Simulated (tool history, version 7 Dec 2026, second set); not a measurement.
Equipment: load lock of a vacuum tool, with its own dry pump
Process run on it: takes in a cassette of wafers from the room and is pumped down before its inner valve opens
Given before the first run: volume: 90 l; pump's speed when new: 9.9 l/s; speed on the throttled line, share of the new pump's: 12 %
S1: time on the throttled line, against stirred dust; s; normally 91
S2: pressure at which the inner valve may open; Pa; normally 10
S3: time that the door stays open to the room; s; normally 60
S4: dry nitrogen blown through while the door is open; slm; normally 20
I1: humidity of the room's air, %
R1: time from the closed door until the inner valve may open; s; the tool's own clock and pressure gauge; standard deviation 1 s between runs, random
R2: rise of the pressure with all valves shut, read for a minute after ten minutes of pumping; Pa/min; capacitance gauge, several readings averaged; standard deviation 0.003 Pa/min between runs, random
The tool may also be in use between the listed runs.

Run 1, hour 0.0: usual settings; I1 46.2. Result: R1 166.1 s, R2 0.025 Pa/min.
Run 2, hour 69.6: usual settings; I1 44.5. Result: R1 165.2 s, R2 0.028 Pa/min.
Run 3, hour 190.3: usual settings; I1 42.6. Result: R1 162.4 s, R2 0.022 Pa/min.
Run 4, hour 288.0: usual settings; I1 44.2. Result: R1 163.8 s, R2 0.027 Pa/min.
Run 5, hour 359.7: usual settings; I1 45.8. Result: R1 163.2 s, R2 0.032 Pa/min.
Run 6, hour 419.9: usual settings but S1 128 s; I1 43.3. Result: R1 197.5 s, R2 0.027 Pa/min.
Run 7, hour 491.3: usual settings but S1 128 s; I1 43.3. Result: R1 197.5 s, R2 0.023 Pa/min.
Run 8, hour 607.1: usual settings but S1 128 s; I1 46.6. Result: R1 196.8 s, R2 0.026 Pa/min.
Run 9, hour 738.1: usual settings but S1 128 s; I1 47.4. Result: R1 196.9 s, R2 0.021 Pa/min.
Run 10, hour 833.0: usual settings but S1 128 s, S4 32 slm; I1 49.3. Result: R1 196.9 s, R2 0.024 Pa/min.
Run 11, hour 915.9: usual settings but S1 144 s, S4 32 slm; I1 49.9. Result: R1 212.0 s, R2 0.023 Pa/min.
Run 12, hour 1029.2: usual settings but S1 144 s, S4 32 slm; I1 48.2. Result: R1 211.7 s, R2 0.018 Pa/min.
Run 13, hour 1161.1: usual settings but S1 144 s, S3 37 s, S4 32 slm; I1 45.0. Result: R1 212.6 s, R2 0.012 Pa/min.
Run 14, hour 1232.8: usual settings but S3 41 s; I1 45.5. Result: R1 164.5 s, R2 0.014 Pa/min.
Run 15, hour 1362.9: usual settings but S3 41 s; I1 45.8. Result: R1 165.1 s, R2 0.019 Pa/min.
Run 16, hour 1455.8: usual settings but S3 108 s; I1 45.7. Result: R1 165.9 s, R2 0.034 Pa/min.
Run 17, hour 1532.6: usual settings but S3 108 s; I1 45.6. Result: R1 164.0 s, R2 0.030 Pa/min.
Run 18, hour 1604.4: usual settings but S3 108 s; I1 44.5. Result: R1 163.7 s, R2 0.034 Pa/min.
Run 19, hour 1729.9: usual settings; I1 45.8. Result: R1 165.6 s, R2 0.024 Pa/min.
Run 20, hour 1798.4: usual settings; I1 43.0. Result: R1 164.0 s, R2 0.030 Pa/min.
Run 21, hour 1911.1: usual settings but S1 86 s; I1 47.0. Result: R1 162.8 s, R2 0.022 Pa/min.
Run 22, hour 2035.3: usual settings but S1 99 s, S3 55 s, S4 11 slm; I1 43.8. Result: R1 169.9 s, R2 0.024 Pa/min.
Run 23, hour 2165.4: usual settings but S2 8 Pa, S4 18 slm; I1 44.1. Result: R1 167.9 s, R2 0.025 Pa/min.
Run 24, hour 2272.9: usual settings but S4 42 slm; I1 43.8. Result: R1 165.1 s, R2 0.017 Pa/min.

Expected results for the next run?
Run 25, hour 2377.1: usual settings but S1 96 s; I1 45.4. Result: R1 ?, R2 ?.

Logged for run 25: R1 170.4 s, R2 0.025 Pa/min.
If the tool had no hidden condition, the same run with the same run-to-run variation would have returned R1 170.4 s, R2 0.025 Pa/min.
